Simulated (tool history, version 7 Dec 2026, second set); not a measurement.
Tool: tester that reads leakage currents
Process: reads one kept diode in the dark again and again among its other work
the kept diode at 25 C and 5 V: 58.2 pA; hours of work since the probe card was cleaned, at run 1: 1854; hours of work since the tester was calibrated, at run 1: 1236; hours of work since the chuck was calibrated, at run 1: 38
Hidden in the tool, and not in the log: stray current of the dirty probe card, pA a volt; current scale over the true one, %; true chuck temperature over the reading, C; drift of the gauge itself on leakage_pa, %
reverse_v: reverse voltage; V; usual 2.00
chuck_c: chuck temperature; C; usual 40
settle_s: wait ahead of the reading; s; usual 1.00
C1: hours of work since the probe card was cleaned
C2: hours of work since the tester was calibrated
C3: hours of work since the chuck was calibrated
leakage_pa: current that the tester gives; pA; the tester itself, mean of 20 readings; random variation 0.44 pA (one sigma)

Run 1, day 0.000: usual settings; C1 1854; C2 1236; C3 38. Result: leakage_pa 152.37 pA.
Run 2, day 4.412: usual settings; C1 1910; C2 1292; C3 94. Result: leakage_pa 150.31 pA.
Run 3, day 9.000: usual settings; C1 1968; C2 1350; C3 152. Result: leakage_pa 150.94 pA.
Run 4, day 12.121: usual settings but settle_s 4.68 s; C1 2007; C2 1390; C3 192. Result: leakage_pa 149.61 pA.
At day 12.538: probe card cleaned and baked.
Run 5, day 14.412: usual settings but settle_s 4.68 s; C1 24; C2 1417; C3 219. Result: leakage_pa 149.53 pA.
Run 6, day 17.279: usual settings but chuck_c 41 C, settle_s 9.16 s; C1 60; C2 1453; C3 256. Result: leakage_pa 161.73 pA.
Run 7, day 21.696: usual settings but reverse_v 3.29 V, settle_s 0.94 s; C1 116; C2 1509; C3 312. Result: leakage_pa 188.44 pA.
Run 8, day 26.729: usual settings but reverse_v 3.29 V, chuck_c 57 C, settle_s 0.94 s; C1 180; C2 1573; C3 375. Result: leakage_pa 690.86 pA.
At day 28.638: probe card cleaned and baked, once more.
Run 9, day 30.758: usual settings but reverse_v 1.78 V; C1 27; C2 1623; C3 425. Result: leakage_pa 134.92 pA.
Run 10, day 34.421: usual settings but reverse_v 1.78 V; C1 73; C2 1669; C3 471. Result: leakage_pa 134.57 pA.

4 ways to go on from here, each from the tool as it stands after run 10. What would each give?
Run A, day 39.129: usual settings but reverse_v 11.04 V, chuck_c 39 C; C1 133; C2 1729; C3 531. Result: leakage_pa ?.
Run B, day 39.129: usual settings but reverse_v 7.48 V, chuck_c 41 C, settle_s 2.94 s; C1 133; C2 1729; C3 531. Result: leakage_pa ?.
Run C, day 39.129: usual settings but reverse_v 2.98 V, chuck_c 28 C, settle_s 2.26 s; C1 133; C2 1729; C3 531. Result: leakage_pa ?.
Run D, day 39.129: usual settings but reverse_v 1.78 V, settle_s 2.89 s; C1 133; C2 1729; C3 531. Result: leakage_pa ?.

run  leakage_pa
  A      274.54
  B      270.47
  C       59.15
  D      133.93
Without the tool's hidden state the same runs would have given:
run  leakage_pa
  A      285.55
  B      281.81
  C       61.73
  D      139.89
